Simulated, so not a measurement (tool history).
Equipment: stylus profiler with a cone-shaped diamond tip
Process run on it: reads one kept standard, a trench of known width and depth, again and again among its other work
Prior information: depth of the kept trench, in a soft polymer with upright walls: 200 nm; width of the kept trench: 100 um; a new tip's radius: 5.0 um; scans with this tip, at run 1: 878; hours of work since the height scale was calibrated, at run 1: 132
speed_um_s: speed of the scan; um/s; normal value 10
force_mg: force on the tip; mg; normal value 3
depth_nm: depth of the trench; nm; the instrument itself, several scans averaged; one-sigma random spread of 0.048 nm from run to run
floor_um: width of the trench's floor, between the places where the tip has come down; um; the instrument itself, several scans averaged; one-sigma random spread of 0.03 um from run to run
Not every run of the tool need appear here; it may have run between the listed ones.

| run | day | speed_um_s | force_mg | scans with this tip | hours of work since the height scale was calibrated | depth_nm | floor_um |
|---|---|---|---|---|---|---|---|
| 1 | 0 | 10 | 3 | 878 | 132 | 203.22 | 96.92 |
| 2 | 5.033 | 10 | 3 | 1256 | 189 | 203.17 | 96.87 |
| 3 | 7.579 | 10 | 5.96 | 1448 | 218 | 205.11 | 96.81 |
| 4 | 11.746 | 10 | 5.96 | 1761 | 265 | 205.23 | 96.7 |
| 5 | 16.046 | 10 | 5.96 | 2085 | 314 | 205.11 | 96.7 |
| 6 | 19.858 | 10 | 5.96 | 2371 | 357 | 205.32 | 96.57 |
| 7 | 23.317 | 10 | 5.96 | 2631 | 396 | 205.25 | 96.5 |
| 8 | 25.917 | 10 | 3 | 2827 | 426 | 203.36 | 96.45 |
| 9 | 31.025 | 10 | 3 | 3211 | 484 | 203.37 | 96.47 |
| 10 | 33.421 | 10 | 3 | 3391 | 511 | 203.43 | 96.37 |
| 11 | 38.179 | 10 | 5.2 | 3749 | 565 | 204.9 | 96.32 |
| 12 | 41.538 | 15 | 5.2 | 4001 | 603 | 204.92 | 96.25 |
| 13 | 45 | 15 | 5.2 | 4262 | 642 | 204.87 | 96.21 |
| 14 | 47.233 | 10 | 3 | 4430 | 667 | 203.46 | 96.2 |
| 15 | 51.85 | 10 | 3 | 4777 | 720 | 203.42 | 96.11 |
| 16 | 55.971 | 10 | 3 | 5086 | 766 | 203.55 | 96.03 |
| 17 | 60.746 | 10 | 3 | 5445 | 820 | 203.47 | 96 |
| 18 | 62.933 | 10 | 5.85 | 5610 | 845 | 205.38 | 95.95 |
| 19 | 68.167 | 10 | 3 | 6003 | 904 | 203.54 | 95.84 |
| 20 | 71.379 | 10 | 3 | 6245 | 941 | 203.54 | 95.82 |
| 21 | 75.358 | 10 | 3 | 6544 | 986 | 203.66 | 95.78 |
| 22 | 77.738 | 10 | 7.21 | 6723 | 1013 | 206.21 | 95.8 |
| 23 | 81.212 | 10 | 7.21 | 6984 | 1052 | 206.25 | 95.75 |
| 24 | 86.204 | 10 | 7.21 | 7360 | 1109 | 206.16 | 95.67 |
| 25 | 90.858 | 10 | 7.21 | 7710 | 1162 | 206.17 | 95.56 |
| 26 | 93.442 | 16 | 1.45 | 7904 | 1191 | 202.43 | 95.4 |
| 27 | 98.675 | 27 | 5.41 | 8297 | 1250 | 205.22 | 95.47 |
| 28 | 103.517 | 11 | 1.59 | 8661 | 1305 | 202.66 | 95.41 |
| 29 | 106.767 | 21 | 1.59 | 8906 | 1342 | 202.6 | 95.28 |
| 30 | 111.95 | 25 | 1.21 | 9295 | 1400 | 202.24 | 95.22 |
| 31 | 116.246 | 33 | 1.65 | 9618 | 1449 | 202.7 | 95.14 |
|  | 118.029 | height scale calibrated on a step standard |
|  | 118.471 | new tip fitted, height scale calibrated |
| 32 | 118.812 | 33 | 1.65 | 26 | 4 | 202.19 | 97.04 |
| 33 | 124.171 | 33 | 1.65 | 428 | 65 | 202.26 | 96.96 |
| 34 | 128.475 | 7 | 1.22 | 752 | 113 | 201.98 | 97.01 |
| 35 | 131.712 | 3 | 6.89 | 995 | 150 | 205.68 | 96.95 |
| 36 | 135.821 | 3 | 1.41 | 1304 | 197 | 202.16 | 96.97 |
| 37 | 140.812 | 4 | 1.81 | 1680 | 253 | 202.49 | 96.82 |
| 38 | 146.004 | 4 | 1.81 | 2070 | 312 | 202.45 | 96.71 |
| 39 | 150.642 | 39 | 5.05 | 2419 | 364 | 204.79 | 96.55 |
| 40 | 155.746 | 7 | 1.86 | 2803 | 422 | 202.49 | 96.53 |
| 41 | 160.933 | 7 | 1.86 | 3193 | 481 | 202.56 | 96.47 |
| 42 | 165.308 | 3 | 2.16 | 3522 | 531 | 202.77 | 96.43 |
| 43 | 170.575 | 4 | 1.97 | 3918 | 590 | 202.73 | 96.35 |
| 44 | 172.804 | 4 | 1.97 | 4085 | 615 | 202.76 | 96.28 |
| 45 | 175.504 | 4 | 1.97 | 4288 | 646 | 202.77 | 96.25 |
| 46 | 177.75 | 4 | 1.97 | 4457 | 672 | 202.72 | 96.21 |
| 47 | 180.6 | 27 | 7.24 | 4671 | 704 | 206.14 | 96.16 |

What differs in the tool's unlogged condition from the final listed run ahead of each entry between runs to the first listed run following it?
Between runs 31 and 32: height scale calibrated on a step standard (day 118.029); new tip fitted, height scale calibrated (day 118.471)
  radius of the tip, um: 13.81 -> 4.85; height scale over the true one, %: 0.249 -> 0.012
  measured result minus the result with no hidden state, depth_nm: +0.5 -> +0.02 nm; floor_um: -1.89 -> +0.04 um
